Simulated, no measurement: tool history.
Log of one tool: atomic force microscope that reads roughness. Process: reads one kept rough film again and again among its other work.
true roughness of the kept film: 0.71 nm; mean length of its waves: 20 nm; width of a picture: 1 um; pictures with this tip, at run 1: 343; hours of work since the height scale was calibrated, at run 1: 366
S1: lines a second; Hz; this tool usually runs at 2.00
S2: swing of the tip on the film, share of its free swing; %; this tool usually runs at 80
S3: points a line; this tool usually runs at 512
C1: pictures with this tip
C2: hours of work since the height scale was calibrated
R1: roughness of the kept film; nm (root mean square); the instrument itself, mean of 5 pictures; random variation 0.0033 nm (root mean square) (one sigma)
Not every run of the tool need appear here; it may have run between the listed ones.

| run | day | S1 | S2 | S3 | C1 | C2 | R1 |
|---|---|---|---|---|---|---|---|
| 1 | 0.000 | 2.00 | 80 | 512 | 343 | 366 | 0.539 |
| 2 | 0.312 | 2.00 | 88 | 512 | 358 | 372 | 0.508 |
|  | 0.779 | new tip fitted |
| 3 | 0.862 | 2.00 | 88 | 512 | 4 | 382 | 0.565 |
| 4 | 1.312 | 2.00 | 78 | 512 | 27 | 390 | 0.592 |
| 5 | 1.750 | 2.00 | 80 | 512 | 49 | 398 | 0.583 |
| 6 | 2.100 | 2.00 | 80 | 512 | 66 | 405 | 0.576 |
| 7 | 2.579 | 2.00 | 80 | 512 | 90 | 414 | 0.573 |
| 8 | 3.050 | 2.00 | 80 | 512 | 114 | 422 | 0.568 |
| 9 | 3.379 | 1.30 | 80 | 848 | 130 | 429 | 0.590 |
| 10 | 3.633 | 0.62 | 68 | 459 | 143 | 433 | 0.627 |
| 11 | 4.025 | 0.62 | 68 | 459 | 163 | 441 | 0.619 |
| 12 | 4.242 | 0.65 | 76 | 512 | 174 | 445 | 0.611 |
| 13 | 4.671 | 0.65 | 76 | 512 | 195 | 453 | 0.601 |

Alternative continuations, all from the tool just after run 13; predict every row:
| A | 5.058 | 2.00 | 80 | 439 | 215 | 460 | ? |
| B | 5.058 | 0.52 | 56 | 512 | 215 | 460 | ? |
| C | 5.058 | 0.95 | 80 | 512 | 215 | 460 | ? |

| run | R1 |
|---|---|
| A | 0.552 |
| B | 0.631 |
| C | 0.586 |
Stripped of hidden state, with their random variation kept, the same runs would have yielded:
| run | R1 |
|---|---|
| A | 0.594 |
| B | 0.679 |
| C | 0.631 |
